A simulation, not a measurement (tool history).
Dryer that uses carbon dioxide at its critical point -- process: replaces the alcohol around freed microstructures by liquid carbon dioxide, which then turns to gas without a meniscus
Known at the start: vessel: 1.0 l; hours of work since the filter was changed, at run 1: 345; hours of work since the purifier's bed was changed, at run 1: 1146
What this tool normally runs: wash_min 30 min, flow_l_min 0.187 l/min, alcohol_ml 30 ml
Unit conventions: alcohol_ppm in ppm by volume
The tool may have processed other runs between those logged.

run,hour,wash_min,flow_l_min,alcohol_ml,hours of work since the filter was changed,hours of work since the purifier's bed was changed,alcohol_ppm
1,0,30,0.187,30,345,1146,469
2,43.2,30,0.173,30,376,1178,676
# hour 52.6: inlet filter changed
3,78.8,30,0.173,30,19,1203,463
4,125.8,30,0.133,30,53,1237,1193
5,178.9,38,0.187,30,92,1276,157
# hour 201.2: purifier's bed changed
6,214.9,30,0.187,30,116,10,319
7,241.5,30,0.187,30,135,29,331
8,263.7,30,0.167,30,151,45,547
9,305.6,30,0.167,30,182,76,568
10,355.4,30,0.167,30,218,112,602
11,390.1,30,0.187,30,243,137,382
12,426.5,30,0.187,30,270,164,387
13,477.8,30,0.187,30,307,201,402
14,514.7,30,0.187,30,334,228,421
15,546.1,30,0.187,30,357,251,430
# hour 582.4: inlet filter changed
16,592.2,30,0.187,30,7,284,290
17,638,30,0.187,102,40,317,964
18,666.5,30,0.187,102,61,338,1017
19,708.8,30,0.187,30,92,369,327
20,760.6,30,0.187,30,130,406,351
21,814.4,40,0.136,62,169,445,858
22,838.2,38,0.187,28,186,463,120
23,886.3,22,0.187,55,221,498,2134
24,909.5,22,0.187,55,238,515,2206
25,936.1,22,0.187,55,257,534,2280
26,973.5,22,0.187,55,285,561,2204
27,1013.6,22,0.307,113,314,590,589
28,1067.8,30,0.187,64,353,630,933
# hour 1110.6: inlet filter changed
29,1122,30,0.227,37,8,668,146
30,1153.8,30,0.227,37,31,692,155
31,1187.5,30,0.187,61,56,716,620
32,1239.7,30,0.187,61,94,754,643
33,1272.4,30,0.187,61,118,778,674
34,1302.1,30,0.187,33,139,799,375
35,1348.3,26,0.187,41,173,833,902
36,1370.6,26,0.187,41,189,849,892
37,1407.2,27,0.143,47,216,876,2338
38,1432,35,0.22,47,234,894,148
39,1466.3,35,0.22,47,259,919,166
40,1511.6,35,0.161,47,292,952,657

Alternative continuations, all from the tool just after run 40; predict every row:
A,1544.2,30,0.187,59,315,976,?
B,1544.2,37,0.187,30,315,976,?
C,1544.2,22,0.161,47,315,976,?
D,1544.2,35,0.161,85,315,976,?

run,alcohol_ppm
A,855
B,196
C,3147
D,1225
Take away the tool's hidden state, keep each run's random variation, and the runs would have read:
run,alcohol_ppm
A,537
B,92
C,2392
D,783

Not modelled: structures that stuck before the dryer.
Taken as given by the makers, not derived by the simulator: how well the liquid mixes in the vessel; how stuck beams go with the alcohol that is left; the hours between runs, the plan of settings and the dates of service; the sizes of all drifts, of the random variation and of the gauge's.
